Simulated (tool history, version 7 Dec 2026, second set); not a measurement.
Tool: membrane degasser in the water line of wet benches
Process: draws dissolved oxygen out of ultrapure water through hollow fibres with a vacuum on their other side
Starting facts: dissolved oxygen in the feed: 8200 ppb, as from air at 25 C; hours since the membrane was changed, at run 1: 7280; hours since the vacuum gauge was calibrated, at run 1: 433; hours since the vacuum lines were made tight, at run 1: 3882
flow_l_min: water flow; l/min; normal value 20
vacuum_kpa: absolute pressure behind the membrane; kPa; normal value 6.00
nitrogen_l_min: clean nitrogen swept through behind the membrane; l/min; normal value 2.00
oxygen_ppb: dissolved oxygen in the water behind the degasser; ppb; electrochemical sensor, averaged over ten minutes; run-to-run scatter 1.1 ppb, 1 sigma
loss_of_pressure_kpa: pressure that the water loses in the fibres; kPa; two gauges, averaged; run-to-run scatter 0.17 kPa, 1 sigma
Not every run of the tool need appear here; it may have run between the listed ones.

| run | hour | flow_l_min | vacuum_kpa | nitrogen_l_min | hours since the membrane was changed | hours since the vacuum gauge was calibrated | hours since the vacuum lines were made tight | oxygen_ppb | loss_of_pressure_kpa |
|---|---|---|---|---|---|---|---|---|---|
| 1 | 0.0 | 20 | 6.00 | 2.00 | 7280 | 433 | 3882 | 110.7 | 29.44 |
| 2 | 287.2 | 20 | 6.00 | 2.00 | 7567 | 720 | 4169 | 112.4 | 29.91 |
| 3 | 466.0 | 20 | 6.00 | 5.12 | 7746 | 899 | 4348 | 73.1 | 29.76 |
| 4 | 703.2 | 20 | 6.00 | 2.00 | 7983 | 1136 | 4585 | 113.8 | 29.65 |
| 5 | 988.0 | 20 | 6.00 | 2.00 | 8268 | 1421 | 4870 | 113.1 | 29.60 |
| 6 | 1217.2 | 20 | 6.00 | 2.00 | 8497 | 1650 | 5099 | 113.9 | 29.99 |
| 7 | 1480.8 | 20 | 6.00 | 2.00 | 8761 | 1914 | 5362 | 114.7 | 29.82 |
| 8 | 1736.9 | 20 | 6.00 | 2.00 | 9017 | 2170 | 5619 | 115.7 | 29.86 |
| 9 | 1977.8 | 20 | 6.00 | 2.00 | 9258 | 2411 | 5859 | 115.9 | 29.68 |
| 10 | 2228.7 | 20 | 6.00 | 2.00 | 9509 | 2662 | 6110 | 116.6 | 29.93 |
| 11 | 2439.5 | 20 | 6.00 | 2.00 | 9719 | 2873 | 6321 | 116.6 | 30.06 |
| 12 | 2644.1 | 20 | 6.00 | 2.00 | 9924 | 3077 | 6526 | 117.1 | 30.15 |
| 13 | 2921.5 | 20 | 6.00 | 2.00 | 10201 | 3355 | 6803 | 119.2 | 29.97 |
| 14 | 3146.5 | 17 | 4.99 | 2.00 | 10426 | 3580 | 7028 | 68.3 | 25.96 |
| 15 | 3271.1 | 17 | 4.99 | 2.00 | 10551 | 3704 | 7153 | 68.6 | 25.74 |
| 16 | 3498.4 | 17 | 4.99 | 2.00 | 10778 | 3932 | 7380 | 68.2 | 25.59 |
| 17 | 3662.2 | 13 | 4.89 | 4.95 | 10942 | 4095 | 7544 | 23.6 | 19.79 |

What does the tool deliver on the next run?
| 18 | 3893.1 | 31 | 4.89 | 3.43 | 11173 | 4326 | 7775 | ? | ? |

{"run 18": {"oxygen_ppb": 201.6, "loss_of_pressure_kpa": 47.37}}
With the hidden condition absent and the run-to-run variation left alone, this run would have shown oxygen_ppb 161.2 ppb, loss_of_pressure_kpa 44.44 kPa.

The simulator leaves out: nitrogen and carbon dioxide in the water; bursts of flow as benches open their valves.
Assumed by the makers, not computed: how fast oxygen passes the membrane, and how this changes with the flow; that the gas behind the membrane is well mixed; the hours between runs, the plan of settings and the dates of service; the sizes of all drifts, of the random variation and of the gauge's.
